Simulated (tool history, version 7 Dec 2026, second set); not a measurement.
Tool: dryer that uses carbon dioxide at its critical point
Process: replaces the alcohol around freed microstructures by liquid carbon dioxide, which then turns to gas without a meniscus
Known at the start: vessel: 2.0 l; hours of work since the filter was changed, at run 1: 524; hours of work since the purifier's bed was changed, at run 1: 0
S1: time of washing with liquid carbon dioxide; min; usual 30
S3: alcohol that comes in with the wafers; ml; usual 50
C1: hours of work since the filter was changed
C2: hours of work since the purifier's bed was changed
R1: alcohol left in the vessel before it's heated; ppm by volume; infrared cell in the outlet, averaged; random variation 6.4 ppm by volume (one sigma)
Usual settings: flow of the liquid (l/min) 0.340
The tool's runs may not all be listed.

run 1 day=0.000 | S1=30 flow_of_the_liquid_(l/min)=0.340 S3=50 | C1=524 C2=0 | R1=381
run 2 day=1.138 | S1=30 flow_of_the_liquid_(l/min)=0.340 S3=50 | C1=537 C2=13 | R1=375
run 3 day=2.867 | S1=30 flow_of_the_liquid_(l/min)=0.340 S3=50 | C1=556 C2=32 | R1=387
run 4 day=5.496 | S1=30 flow_of_the_liquid_(l/min)=0.340 S3=50 | C1=585 C2=61 | R1=384
-- day=6.867 inlet filter changed
run 5 day=7.179 | S1=30 flow_of_the_liquid_(l/min)=0.340 S3=50 | C1=3 C2=79 | R1=272
run 6 day=9.200 | S1=30 flow_of_the_liquid_(l/min)=0.340 S3=50 | C1=26 C2=101 | R1=271
run 7 day=10.538 | S1=30 flow_of_the_liquid_(l/min)=0.340 S3=50 | C1=41 C2=116 | R1=277
run 8 day=11.958 | S1=30 flow_of_the_liquid_(l/min)=0.378 S3=50 | C1=56 C2=132 | R1=173
run 9 day=14.550 | S1=30 flow_of_the_liquid_(l/min)=0.378 S3=50 | C1=85 C2=161 | R1=186
run 10 day=15.817 | S1=30 flow_of_the_liquid_(l/min)=0.378 S3=50 | C1=99 C2=175 | R1=188
run 11 day=18.296 | S1=30 flow_of_the_liquid_(l/min)=0.378 S3=50 | C1=127 C2=202 | R1=198
run 12 day=20.662 | S1=30 flow_of_the_liquid_(l/min)=0.378 S3=50 | C1=153 C2=228 | R1=196
run 13 day=21.725 | S1=30 flow_of_the_liquid_(l/min)=0.378 S3=50 | C1=165 C2=240 | R1=202
run 14 day=22.975 | S1=30 flow_of_the_liquid_(l/min)=0.378 S3=50 | C1=178 C2=254 | R1=201
run 15 day=25.242 | S1=30 flow_of_the_liquid_(l/min)=0.340 S3=50 | C1=204 C2=279 | R1=331
run 16 day=27.596 | S1=30 flow_of_the_liquid_(l/min)=0.227 S3=50 | C1=230 C2=305 | R1=1383
run 17 day=28.779 | S1=30 flow_of_the_liquid_(l/min)=0.340 S3=50 | C1=243 C2=318 | R1=332
run 18 day=30.779 | S1=30 flow_of_the_liquid_(l/min)=0.340 S3=50 | C1=265 C2=340 | R1=343
run 19 day=33.100 | S1=18 flow_of_the_liquid_(l/min)=0.347 S3=55 | C1=291 C2=366 | R1=1883
run 20 day=34.675 | S1=18 flow_of_the_liquid_(l/min)=0.347 S3=55 | C1=308 C2=384 | R1=1936
run 21 day=36.358 | S1=18 flow_of_the_liquid_(l/min)=0.347 S3=55 | C1=327 C2=402 | R1=1925
run 22 day=38.696 | S1=18 flow_of_the_liquid_(l/min)=0.347 S3=55 | C1=353 C2=428 | R1=1998
run 23 day=41.212 | S1=30 flow_of_the_liquid_(l/min)=0.340 S3=48 | C1=380 C2=456 | R1=363
run 24 day=43.338 | S1=25 flow_of_the_liquid_(l/min)=0.469 S3=64 | C1=404 C2=480 | R1=268
run 25 day=45.317 | S1=25 flow_of_the_liquid_(l/min)=0.469 S3=64 | C1=426 C2=502 | R1=260
run 26 day=47.071 | S1=30 flow_of_the_liquid_(l/min)=0.340 S3=24 | C1=445 C2=521 | R1=206
run 27 day=48.208 | S1=34 flow_of_the_liquid_(l/min)=0.328 S3=24 | C1=458 C2=534 | R1=147
run 28 day=50.233 | S1=30 flow_of_the_liquid_(l/min)=0.425 S3=50 | C1=480 C2=556 | R1=162
run 29 day=52.379 | S1=43 flow_of_the_liquid_(l/min)=0.340 S3=66 | C1=504 C2=580 | R1=121
run 30 day=54.146 | S1=43 flow_of_the_liquid_(l/min)=0.340 S3=26 | C1=524 C2=599 | R1=69
run 31 day=55.696 | S1=43 flow_of_the_liquid_(l/min)=0.340 S3=105 | C1=541 C2=616 | R1=177
run 32 day=56.796 | S1=30 flow_of_the_liquid_(l/min)=0.463 S3=33 | C1=553 C2=629 | R1=104
run 33 day=59.154 | S1=30 flow_of_the_liquid_(l/min)=0.340 S3=107 | C1=579 C2=655 | R1=864
run 34 day=60.567 | S1=30 flow_of_the_liquid_(l/min)=0.340 S3=107 | C1=595 C2=670 | R1=879
-- day=61.088 inlet filter changed
run 35 day=61.712 | S1=30 flow_of_the_liquid_(l/min)=0.340 S3=107 | C1=7 C2=683 | R1=621
run 36 day=64.183 | S1=20 flow_of_the_liquid_(l/min)=0.222 S3=107 | C1=34 C2=710 | R1=7384

Forecast each of these 4 alternatives for the next run:
run A day=65.642 | S1=30 flow_of_the_liquid_(l/min)=0.300 S3=44 | C1=50 C2=726 | R1=?
run B day=65.642 | S1=23 flow_of_the_liquid_(l/min)=0.340 S3=50 | C1=50 C2=726 | R1=?
run C day=65.642 | S1=31 flow_of_the_liquid_(l/min)=0.340 S3=63 | C1=50 C2=726 | R1=?
run D day=65.642 | S1=40 flow_of_the_liquid_(l/min)=0.340 S3=60 | C1=50 C2=726 | R1=?

run=A R1=470
run=B R1=807
run=C R1=336
run=D R1=135
Without the tool's hidden state the same runs would have given:
run=A R1=404
run=B R1=732
run=C R1=274
run=D R1=81

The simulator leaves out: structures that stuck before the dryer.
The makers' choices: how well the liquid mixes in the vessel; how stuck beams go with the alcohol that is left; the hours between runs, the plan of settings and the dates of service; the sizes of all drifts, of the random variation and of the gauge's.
